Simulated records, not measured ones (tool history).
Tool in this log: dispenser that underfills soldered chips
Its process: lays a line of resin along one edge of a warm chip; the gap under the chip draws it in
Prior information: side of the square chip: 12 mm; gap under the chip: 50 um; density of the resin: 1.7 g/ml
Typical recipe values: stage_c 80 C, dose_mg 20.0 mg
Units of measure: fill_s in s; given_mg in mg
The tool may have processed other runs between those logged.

run 1 day=0.000 | stage_c=80 dose_mg=20.0 | fill_s=144.6 given_mg=19.92
run 2 day=0.350 | stage_c=80 dose_mg=20.0 | fill_s=187.3 given_mg=19.77
run 3 day=0.608 | stage_c=80 dose_mg=20.0 | fill_s=219.2 given_mg=19.75
-- day=0.712 new syringe of resin
run 4 day=0.812 | stage_c=80 dose_mg=20.0 | fill_s=152.5 given_mg=19.75
run 5 day=1.071 | stage_c=80 dose_mg=20.0 | fill_s=184.6 given_mg=19.67
-- day=1.283 dispensing valve cleaned and set on the balance
-- day=1.475 new syringe of resin
run 6 day=1.571 | stage_c=80 dose_mg=20.0 | fill_s=159.8 given_mg=19.99
run 7 day=1.850 | stage_c=80 dose_mg=20.0 | fill_s=193.6 given_mg=19.93
run 8 day=2.117 | stage_c=80 dose_mg=20.0 | fill_s=233.3 given_mg=19.85
-- day=2.188 new syringe of resin
run 9 day=2.354 | stage_c=75 dose_mg=19.7 | fill_s=212.6 given_mg=19.55
run 10 day=2.700 | stage_c=83 dose_mg=19.8 | fill_s=176.5 given_mg=19.63
-- day=2.912 new syringe of resin
run 11 day=2.912 | stage_c=81 dose_mg=18.3 | fill_s=143.5 given_mg=18.11
run 12 day=3.229 | stage_c=81 dose_mg=18.3 | fill_s=179.6 given_mg=17.99
run 13 day=3.567 | stage_c=81 dose_mg=18.3 | fill_s=226.3 given_mg=18.00

Had the tool no unlogged condition, and each run kept its random variation, what would the results have been?
Hidden state at play: resin's viscosity, % of fresh resin's; dose that the valve gives, % of what is set; true chip temperature over the reading, C; drift of the gauge itself on fill_s, %; drift of the gauge itself on given_mg, %.
run=1 fill_s=139.4 given_mg=20.09
run=2 fill_s=141.7 given_mg=19.98
run=3 fill_s=138.5 given_mg=20.00
run=4 fill_s=139.4 given_mg=20.02
run=5 fill_s=141.0 given_mg=19.97
run=6 fill_s=142.8 given_mg=20.06
run=7 fill_s=142.8 given_mg=20.04
run=8 fill_s=142.6 given_mg=19.99
run=9 fill_s=183.2 given_mg=19.71
run=10 fill_s=119.7 given_mg=19.83
run=11 fill_s=135.9 given_mg=18.33
run=12 fill_s=136.4 given_mg=18.24
run=13 fill_s=135.8 given_mg=18.29
